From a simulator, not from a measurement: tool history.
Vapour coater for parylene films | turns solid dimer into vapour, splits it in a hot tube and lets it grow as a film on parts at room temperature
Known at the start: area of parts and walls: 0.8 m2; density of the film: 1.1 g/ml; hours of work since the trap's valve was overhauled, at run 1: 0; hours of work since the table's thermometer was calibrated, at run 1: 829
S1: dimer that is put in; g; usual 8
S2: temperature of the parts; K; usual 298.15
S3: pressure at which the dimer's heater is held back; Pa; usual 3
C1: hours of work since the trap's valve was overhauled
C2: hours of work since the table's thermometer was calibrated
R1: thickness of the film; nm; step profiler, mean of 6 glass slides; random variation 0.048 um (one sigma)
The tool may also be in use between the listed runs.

{"run": 1, "hour": 0.0, "S1": 8, "S2": 298.15, "S3": 3, "C1": 0, "C2": 829, "R1": 5500}
{"run": 2, "hour": 28.6, "S1": 8, "S2": 298.15, "S3": 3, "C1": 13, "C2": 842, "R1": 5460}
{"run": 3, "hour": 75.0, "S1": 3, "S2": 298.15, "S3": 3, "C1": 34, "C2": 864, "R1": 2020}
{"run": 4, "hour": 113.0, "S1": 3, "S2": 298.15, "S3": 3, "C1": 52, "C2": 881, "R1": 2020}
{"run": 5, "hour": 151.5, "S1": 8, "S2": 298.15, "S3": 3, "C1": 70, "C2": 899, "R1": 5540}
{"run": 6, "hour": 217.8, "S1": 8, "S2": 298.15, "S3": 3, "C1": 100, "C2": 929, "R1": 5440}
{"run": 7, "hour": 265.3, "S1": 8, "S2": 298.15, "S3": 3, "C1": 122, "C2": 951, "R1": 5430}
{"run": 8, "hour": 311.8, "S1": 8, "S2": 298.15, "S3": 7.58, "C1": 143, "C2": 973, "R1": 4640}
{"run": 9, "hour": 357.2, "S1": 8, "S2": 298.15, "S3": 7.58, "C1": 164, "C2": 993, "R1": 4600}
{"run": 10, "hour": 425.8, "S1": 8, "S2": 298.15, "S3": 4.73, "C1": 196, "C2": 1025, "R1": 5060}
{"run": 11, "hour": 463.2, "S1": 8, "S2": 298.15, "S3": 4.73, "C1": 213, "C2": 1042, "R1": 4910}
{"run": 12, "hour": 532.2, "S1": 8, "S2": 298.15, "S3": 4.73, "C1": 245, "C2": 1074, "R1": 5050}
{"run": 13, "hour": 594.9, "S1": 8, "S2": 298.15, "S3": 5.85, "C1": 274, "C2": 1103, "R1": 4860}
{"run": 14, "hour": 635.3, "S1": 8, "S2": 298.15, "S3": 3, "C1": 292, "C2": 1121, "R1": 5440}
{"run": 15, "hour": 669.1, "S1": 14, "S2": 298.15, "S3": 3, "C1": 308, "C2": 1137, "R1": 9390}
{"run": 16, "hour": 709.5, "S1": 4, "S2": 298.15, "S3": 3, "C1": 326, "C2": 1155, "R1": 2670}
{"run": 17, "hour": 749.3, "S1": 4, "S2": 298.15, "S3": 3, "C1": 345, "C2": 1174, "R1": 2730}
{"run": 18, "hour": 814.9, "S1": 8, "S2": 298.15, "S3": 6.96, "C1": 375, "C2": 1204, "R1": 4620}
{"hour": 847.9, "done": "table's thermometer calibrated"}
{"run": 19, "hour": 849.9, "S1": 4, "S2": 308.15, "S3": 10.22, "C1": 390, "C2": 1, "R1": 1680}
{"run": 20, "hour": 909.3, "S1": 13, "S2": 298.15, "S3": 3, "C1": 418, "C2": 28, "R1": 8790}
{"run": 21, "hour": 957.7, "S1": 13, "S2": 298.15, "S3": 3, "C1": 440, "C2": 50, "R1": 8790}
{"run": 22, "hour": 1025.5, "S1": 13, "S2": 297.15, "S3": 2.18, "C1": 471, "C2": 82, "R1": 9310}
{"run": 23, "hour": 1080.4, "S1": 13, "S2": 296.15, "S3": 6.83, "C1": 496, "C2": 107, "R1": 7850}
{"run": 24, "hour": 1114.1, "S1": 6, "S2": 291.15, "S3": 11.63, "C1": 512, "C2": 122, "R1": 3760}
{"run": 25, "hour": 1147.4, "S1": 6, "S2": 291.15, "S3": 11.63, "C1": 527, "C2": 138, "R1": 3750}
{"run": 26, "hour": 1203.0, "S1": 4, "S2": 307.15, "S3": 3.79, "C1": 553, "C2": 163, "R1": 2040}
{"run": 27, "hour": 1259.5, "S1": 4, "S2": 291.15, "S3": 5.73, "C1": 579, "C2": 189, "R1": 2770}
{"hour": 1263.3, "done": "table's thermometer calibrated, once more"}
{"run": 28, "hour": 1309.3, "S1": 3, "S2": 309.15, "S3": 6.98, "C1": 601, "C2": 21, "R1": 1290}
{"run": 29, "hour": 1341.2, "S1": 3, "S2": 309.15, "S3": 6.98, "C1": 616, "C2": 36, "R1": 1260}
{"run": 30, "hour": 1403.2, "S1": 3, "S2": 309.15, "S3": 6.98, "C1": 645, "C2": 64, "R1": 1250}
{"run": 31, "hour": 1456.6, "S1": 11, "S2": 295.15, "S3": 4.19, "C1": 669, "C2": 89, "R1": 7250}
{"hour": 1484.6, "done": "trap's valve overhauled"}
{"run": 32, "hour": 1497.1, "S1": 4, "S2": 296.15, "S3": 6.12, "C1": 6, "C2": 106, "R1": 2550}
{"run": 33, "hour": 1563.3, "S1": 4, "S2": 296.15, "S3": 6.12, "C1": 36, "C2": 136, "R1": 2550}
{"run": 34, "hour": 1627.7, "S1": 7, "S2": 309.15, "S3": 11.89, "C1": 66, "C2": 166, "R1": 2910}
{"run": 35, "hour": 1660.7, "S1": 7, "S2": 309.15, "S3": 4.62, "C1": 81, "C2": 181, "R1": 3370}
{"run": 36, "hour": 1717.7, "S1": 11, "S2": 301.15, "S3": 4.32, "C1": 107, "C2": 207, "R1": 6480}

Forecast each of these 4 alternatives for the next run:
{"run": "A", "hour": 1746.9, "S1": 5, "S2": 298.15, "S3": 10.24, "C1": 121, "C2": 221, "R1": "?"}
{"run": "B", "hour": 1746.9, "S1": 11, "S2": 296.15, "S3": 4.32, "C1": 121, "C2": 221, "R1": "?"}
{"run": "C", "hour": 1746.9, "S1": 4, "S2": 290.15, "S3": 8.1, "C1": 121, "C2": 221, "R1": "?"}
{"run": "D", "hour": 1746.9, "S1": 12, "S2": 301.15, "S3": 4.32, "C1": 121, "C2": 221, "R1": "?"}

run=A R1=2770
run=B R1=7360
run=C R1=2770
run=D R1=7090
Without the tool's hidden state the same runs would have given:
run=A R1=2800
run=B R1=7460
run=C R1=2800
run=D R1=7180
